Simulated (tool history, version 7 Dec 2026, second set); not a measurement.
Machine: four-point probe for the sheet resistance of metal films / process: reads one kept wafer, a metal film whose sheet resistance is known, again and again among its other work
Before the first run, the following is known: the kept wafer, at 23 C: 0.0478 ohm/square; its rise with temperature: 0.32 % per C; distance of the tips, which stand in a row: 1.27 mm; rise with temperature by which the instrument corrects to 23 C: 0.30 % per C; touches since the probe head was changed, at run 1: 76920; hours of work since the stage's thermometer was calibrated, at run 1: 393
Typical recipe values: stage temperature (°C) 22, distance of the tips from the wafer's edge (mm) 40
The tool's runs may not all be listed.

run	hour	stage temperature (°C)	distance of the tips from the wafer's edge (mm)	touches since the probe head was changed	hours of work since the stage's thermometer was calibrated	sheet resistance as the instrument gives it (ohm/square)
1	0.0	22	40	76920	393	0.047826
2	24.1	22	70	77797	405	0.047812
3	51.2	22	70	78781	418	0.047808
4	70.3	22	70	79475	427	0.047796
5	84.2	22	70	79981	433	0.047808
6	101.0	22	70	80591	441	0.047808
7	118.6	32	5	81231	450	0.049483
8	141.8	25	4	82074	461	0.050276
9	163.6	23	16	82866	471	0.047980
10	185.5	23	16	83663	482	0.047968
11	200.7	23	16	84217	489	0.047959

Predict each of these 3 candidate next runs independently; none follows another, all start after run 11:
A	215.4	22	4	84751	496	?
B	215.4	23	5	84751	496	?
C	215.4	32	6	84751	496	?

run	sheet resistance as the instrument gives it (ohm/square)
A	0.050276
B	0.049435
C	0.049011
Without the tool's unlogged condition, the same runs would have read:
run	sheet resistance as the instrument gives it (ohm/square)
A	0.050275
B	0.049434
C	0.049010
